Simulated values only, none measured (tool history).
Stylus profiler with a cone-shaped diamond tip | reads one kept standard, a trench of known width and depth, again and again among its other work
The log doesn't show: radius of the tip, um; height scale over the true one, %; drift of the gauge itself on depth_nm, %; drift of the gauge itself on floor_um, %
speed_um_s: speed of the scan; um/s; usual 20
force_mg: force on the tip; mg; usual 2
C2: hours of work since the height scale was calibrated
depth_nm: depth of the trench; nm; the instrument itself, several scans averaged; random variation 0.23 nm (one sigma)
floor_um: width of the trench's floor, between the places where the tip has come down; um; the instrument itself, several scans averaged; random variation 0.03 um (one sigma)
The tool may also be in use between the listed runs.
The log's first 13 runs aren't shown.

run 14 hour=1099.3 | speed_um_s=20 force_mg=1.86 | scans_with_this_tip=10701 C2=733 | depth_nm=1008.87 floor_um=14.12
run 15 hour=1217.8 | speed_um_s=17 force_mg=2 | scans_with_this_tip=11566 C2=792 | depth_nm=1009.27 floor_um=13.98
run 16 hour=1304.3 | speed_um_s=17 force_mg=2 | scans_with_this_tip=12198 C2=835 | depth_nm=1009.62 floor_um=13.97
run 17 hour=1418 | speed_um_s=17 force_mg=2 | scans_with_this_tip=13028 C2=892 | depth_nm=1008.55 floor_um=13.88
run 18 hour=1488 | speed_um_s=37 force_mg=2 | scans_with_this_tip=13539 C2=927 | depth_nm=1008.43 floor_um=13.72
run 19 hour=1547.4 | speed_um_s=37 force_mg=2 | scans_with_this_tip=13973 C2=957 | depth_nm=1008.68 floor_um=13.64
run 20 hour=1601.2 | speed_um_s=37 force_mg=2 | scans_with_this_tip=14366 C2=983 | depth_nm=1008.29 floor_um=13.56
run 21 hour=1708.1 | speed_um_s=20 force_mg=3.46 | scans_with_this_tip=15147 C2=1037 | depth_nm=1014.19 floor_um=13.57
run 22 hour=1813.3 | speed_um_s=20 force_mg=2 | scans_with_this_tip=15915 C2=1090 | depth_nm=1008.18 floor_um=13.45
run 23 hour=1895.3 | speed_um_s=20 force_mg=2 | scans_with_this_tip=16514 C2=1131 | depth_nm=1007.73 floor_um=13.39
run 24 hour=1956.4 | speed_um_s=20 force_mg=2 | scans_with_this_tip=16960 C2=1161 | depth_nm=1007.17 floor_um=13.34
run 25 hour=2078.6 | speed_um_s=20 force_mg=3.06 | scans_with_this_tip=17853 C2=1222 | depth_nm=1010.96 floor_um=13.22
run 26 hour=2190.9 | speed_um_s=20 force_mg=3.06 | scans_with_this_tip=18673 C2=1278 | depth_nm=1011.04 floor_um=13.15
run 27 hour=2278.9 | speed_um_s=27 force_mg=2.38 | scans_with_this_tip=19316 C2=1322 | depth_nm=1008.63 floor_um=13
run 28 hour=2391.6 | speed_um_s=14 force_mg=5.92 | scans_with_this_tip=20138 C2=1379 | depth_nm=1020.13 floor_um=13
-- hour=2461.1 height scale calibrated on a step standard
run 29 hour=2477.3 | speed_um_s=34 force_mg=3.16 | scans_with_this_tip=20761 C2=8 | depth_nm=1007.79 floor_um=12.82
run 30 hour=2583.1 | speed_um_s=34 force_mg=3.16 | scans_with_this_tip=21534 C2=61 | depth_nm=1007.18 floor_um=12.75
run 31 hour=2639.3 | speed_um_s=34 force_mg=2.19 | scans_with_this_tip=21944 C2=89 | depth_nm=1003.11 floor_um=12.61
run 32 hour=2746.9 | speed_um_s=34 force_mg=2.19 | scans_with_this_tip=22730 C2=143 | depth_nm=1003.04 floor_um=12.58
run 33 hour=2837.6 | speed_um_s=34 force_mg=2.19 | scans_with_this_tip=23392 C2=188 | depth_nm=1002.81 floor_um=12.53
run 34 hour=2957.4 | speed_um_s=20 force_mg=3.45 | scans_with_this_tip=24267 C2=248 | depth_nm=1007.15 floor_um=12.49

Run 35 comes next. What will it give?
run 35 hour=3065.2 | speed_um_s=20 force_mg=3.45 | scans_with_this_tip=25055 C2=302 | depth_nm=? floor_um=?

depth_nm: 1007.41 nm
floor_um: 12.43 um
Without the tool's hidden state the same run would have given depth_nm 1018.4 nm, floor_um 15.95 um.
